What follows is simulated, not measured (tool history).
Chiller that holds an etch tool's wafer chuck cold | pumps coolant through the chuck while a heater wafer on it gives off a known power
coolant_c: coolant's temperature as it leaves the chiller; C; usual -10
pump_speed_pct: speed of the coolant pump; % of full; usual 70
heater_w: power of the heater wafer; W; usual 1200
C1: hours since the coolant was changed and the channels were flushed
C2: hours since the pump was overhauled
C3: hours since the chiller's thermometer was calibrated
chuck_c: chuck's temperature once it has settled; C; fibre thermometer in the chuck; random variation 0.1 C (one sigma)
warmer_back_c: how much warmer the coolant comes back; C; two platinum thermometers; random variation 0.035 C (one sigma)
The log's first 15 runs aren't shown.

run 16 hour=2013.5 | coolant_c=-2 pump_speed_pct=70 heater_w=865 | C1=182 C2=2035 C3=4461 | chuck_c=7.1 warmer_back_c=4.62
run 17 hour=2184.1 | coolant_c=-7 pump_speed_pct=79 heater_w=865 | C1=353 C2=2206 C3=4632 | chuck_c=1.3 warmer_back_c=3.99
-- hour=2200.6 coolant pump overhauled
run 18 hour=2309.4 | coolant_c=-7 pump_speed_pct=79 heater_w=1791 | C1=473 C2=109 C3=4752 | chuck_c=10.2 warmer_back_c=8.48
run 19 hour=2451.6 | coolant_c=-5 pump_speed_pct=64 heater_w=781 | C1=615 C2=251 C3=4894 | chuck_c=4.4 warmer_back_c=4.61
run 20 hour=2531.0 | coolant_c=-5 pump_speed_pct=64 heater_w=796 | C1=695 C2=330 C3=4974 | chuck_c=4.6 warmer_back_c=4.78
run 21 hour=2680.2 | coolant_c=-5 pump_speed_pct=64 heater_w=796 | C1=844 C2=480 C3=5123 | chuck_c=4.7 warmer_back_c=4.85
-- hour=2694.3 coolant pump overhauled, once more
run 22 hour=2804.0 | coolant_c=-5 pump_speed_pct=64 heater_w=796 | C1=963 C2=110 C3=5242 | chuck_c=4.2 warmer_back_c=4.59
run 23 hour=2941.7 | coolant_c=-5 pump_speed_pct=64 heater_w=796 | C1=1101 C2=247 C3=5380 | chuck_c=4.3 warmer_back_c=4.57
-- hour=3013.1 chiller's thermometer calibrated
run 24 hour=3071.1 | coolant_c=-19 pump_speed_pct=91 heater_w=1597 | C1=1229 C2=376 C3=58 | chuck_c=-6.5 warmer_back_c=6.20
run 25 hour=3164.4 | coolant_c=-15 pump_speed_pct=66 heater_w=741 | C1=1322 C2=469 C3=151 | chuck_c=-7.0 warmer_back_c=4.10
run 26 hour=3308.5 | coolant_c=-19 pump_speed_pct=66 heater_w=651 | C1=1466 C2=613 C3=295 | chuck_c=-11.8 warmer_back_c=3.61
run 27 hour=3435.3 | coolant_c=-19 pump_speed_pct=66 heater_w=651 | C1=1593 C2=740 C3=422 | chuck_c=-11.8 warmer_back_c=3.63
run 28 hour=3545.9 | coolant_c=-10 pump_speed_pct=69 heater_w=1684 | C1=1704 C2=851 C3=533 | chuck_c=7.9 warmer_back_c=8.93
run 29 hour=3648.1 | coolant_c=-10 pump_speed_pct=62 heater_w=1392 | C1=1806 C2=953 C3=635 | chuck_c=6.3 warmer_back_c=8.38
run 30 hour=3728.4 | coolant_c=-10 pump_speed_pct=68 heater_w=670 | C1=1886 C2=1033 C3=715 | chuck_c=-2.7 warmer_back_c=3.66
run 31 hour=3842.4 | coolant_c=-10 pump_speed_pct=68 heater_w=1581 | C1=2000 C2=1147 C3=829 | chuck_c=7.4 warmer_back_c=8.59

Forecast each of these 5 alternatives for the next run:
run A hour=3981.2 | coolant_c=-3 pump_speed_pct=68 heater_w=1581 | C1=2139 C2=1286 C3=968 | chuck_c=? warmer_back_c=?
run B hour=3981.2 | coolant_c=-17 pump_speed_pct=66 heater_w=1127 | C1=2139 C2=1286 C3=968 | chuck_c=? warmer_back_c=?
run C hour=3981.2 | coolant_c=-2 pump_speed_pct=91 heater_w=1375 | C1=2139 C2=1286 C3=968 | chuck_c=? warmer_back_c=?
run D hour=3981.2 | coolant_c=-9 pump_speed_pct=74 heater_w=1706 | C1=2139 C2=1286 C3=968 | chuck_c=? warmer_back_c=?
run E hour=3981.2 | coolant_c=-11 pump_speed_pct=63 heater_w=674 | C1=2139 C2=1286 C3=968 | chuck_c=? warmer_back_c=?

run=A chuck_c=14.3 warmer_back_c=8.56
run=B chuck_c=-4.4 warmer_back_c=6.34
run=C chuck_c=9.5 warmer_back_c=5.45
run=D chuck_c=8.3 warmer_back_c=8.50
run=E chuck_c=-3.2 warmer_back_c=3.95
Without the tool's hidden state the same runs would have given:
run=A chuck_c=13.0 warmer_back_c=8.44
run=B chuck_c=-5.3 warmer_back_c=6.26
run=C chuck_c=8.6 warmer_back_c=5.37
run=D chuck_c=7.0 warmer_back_c=8.38
run=E chuck_c=-3.9 warmer_back_c=3.90
